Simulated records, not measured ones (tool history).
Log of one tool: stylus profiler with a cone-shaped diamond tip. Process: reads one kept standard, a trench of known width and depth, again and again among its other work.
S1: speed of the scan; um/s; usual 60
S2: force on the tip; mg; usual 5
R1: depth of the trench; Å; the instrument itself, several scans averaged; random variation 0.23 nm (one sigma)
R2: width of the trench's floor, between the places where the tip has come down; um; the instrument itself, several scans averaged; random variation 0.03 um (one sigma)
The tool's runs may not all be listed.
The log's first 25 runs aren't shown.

| run | hour | S1 | S2 | R1 | R2 |
|---|---|---|---|---|---|
| 26 | 855.8 | 22 | 4.55 | 10102.1 | 95.91 |
| 27 | 887.8 | 22 | 4.55 | 10096 | 95.9 |
| 28 | 909.1 | 185 | 2.91 | 10075 | 94.87 |
| 29 | 932.6 | 185 | 2.91 | 10071.4 | 94.9 |
| 30 | 952.1 | 46 | 2.81 | 10074 | 95.76 |
| 31 | 978.3 | 46 | 2.81 | 10072.9 | 95.68 |
| 32 | 1016.8 | 26 | 2.43 | 10062.9 | 95.82 |
| 33 | 1042.9 | 60 | 2.5 | 10064 | 95.6 |

Forecast each of these 4 alternatives for the next run:
| A | 1063.6 | 132 | 5.72 | ? | ? |
| B | 1063.6 | 221 | 9.28 | ? | ? |
| C | 1063.6 | 238 | 1.73 | ? | ? |
| D | 1063.6 | 25 | 3.09 | ? | ? |

| run | R1 | R2 |
|---|---|---|
| A | 10115 | 95.46 |
| B | 10157 | 95.24 |
| C | 10050.9 | 94.16 |
| D | 10075.7 | 95.86 |
Without the tool's hidden state the same runs would have given:
| run | R1 | R2 |
|---|---|---|
| A | 10114.8 | 95.46 |
| B | 10156.9 | 95.24 |
| C | 10050.7 | 94.16 |
| D | 10075.5 | 95.86 |
